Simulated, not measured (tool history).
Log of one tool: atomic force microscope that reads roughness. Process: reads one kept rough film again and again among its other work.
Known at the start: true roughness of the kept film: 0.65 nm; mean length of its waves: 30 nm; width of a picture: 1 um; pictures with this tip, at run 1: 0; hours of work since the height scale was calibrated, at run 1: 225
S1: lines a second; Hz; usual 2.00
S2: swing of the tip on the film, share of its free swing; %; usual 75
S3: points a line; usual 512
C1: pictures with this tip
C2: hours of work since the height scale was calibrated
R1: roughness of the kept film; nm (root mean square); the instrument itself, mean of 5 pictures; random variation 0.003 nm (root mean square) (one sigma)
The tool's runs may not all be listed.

run 1 hour=0.0 | S1=2.00 S2=75 S3=512 | C1=0 C2=225 | R1=0.564
run 2 hour=7.2 | S1=2.00 S2=75 S3=512 | C1=12 C2=229 | R1=0.556
run 3 hour=13.4 | S1=2.00 S2=75 S3=512 | C1=23 C2=233 | R1=0.549
run 4 hour=24.3 | S1=2.00 S2=70 S3=512 | C1=43 C2=239 | R1=0.554
run 5 hour=33.7 | S1=2.00 S2=70 S3=512 | C1=59 C2=244 | R1=0.547
run 6 hour=42.7 | S1=2.00 S2=70 S3=512 | C1=75 C2=249 | R1=0.540
-- hour=44.3 new tip fitted
run 7 hour=54.2 | S1=2.00 S2=85 S3=512 | C1=17 C2=255 | R1=0.520
run 8 hour=65.8 | S1=2.00 S2=85 S3=512 | C1=37 C2=261 | R1=0.500
run 9 hour=75.4 | S1=2.00 S2=85 S3=512 | C1=54 C2=266 | R1=0.500
run 10 hour=86.8 | S1=1.09 S2=85 S3=512 | C1=74 C2=272 | R1=0.531
-- hour=88.7 new tip fitted
run 11 hour=98.1 | S1=0.55 S2=87 S3=362 | C1=16 C2=278 | R1=0.584
run 12 hour=109.5 | S1=0.55 S2=87 S3=362 | C1=36 C2=285 | R1=0.571
run 13 hour=121.0 | S1=1.64 S2=68 S3=807 | C1=56 C2=291 | R1=0.559

Forecast each of these 4 alternatives for the next run:
run A hour=128.5 | S1=1.64 S2=75 S3=291 | C1=70 C2=295 | R1=?
run B hour=128.5 | S1=2.00 S2=84 S3=688 | C1=70 C2=295 | R1=?
run C hour=128.5 | S1=0.64 S2=88 S3=664 | C1=70 C2=295 | R1=?
run D hour=128.5 | S1=1.27 S2=75 S3=671 | C1=70 C2=295 | R1=?

run=A R1=0.530
run=B R1=0.496
run=C R1=0.554
run=D R1=0.551
Without the tool's hidden state the same runs would have given:
run=A R1=0.564
run=B R1=0.527
run=C R1=0.588
run=D R1=0.586

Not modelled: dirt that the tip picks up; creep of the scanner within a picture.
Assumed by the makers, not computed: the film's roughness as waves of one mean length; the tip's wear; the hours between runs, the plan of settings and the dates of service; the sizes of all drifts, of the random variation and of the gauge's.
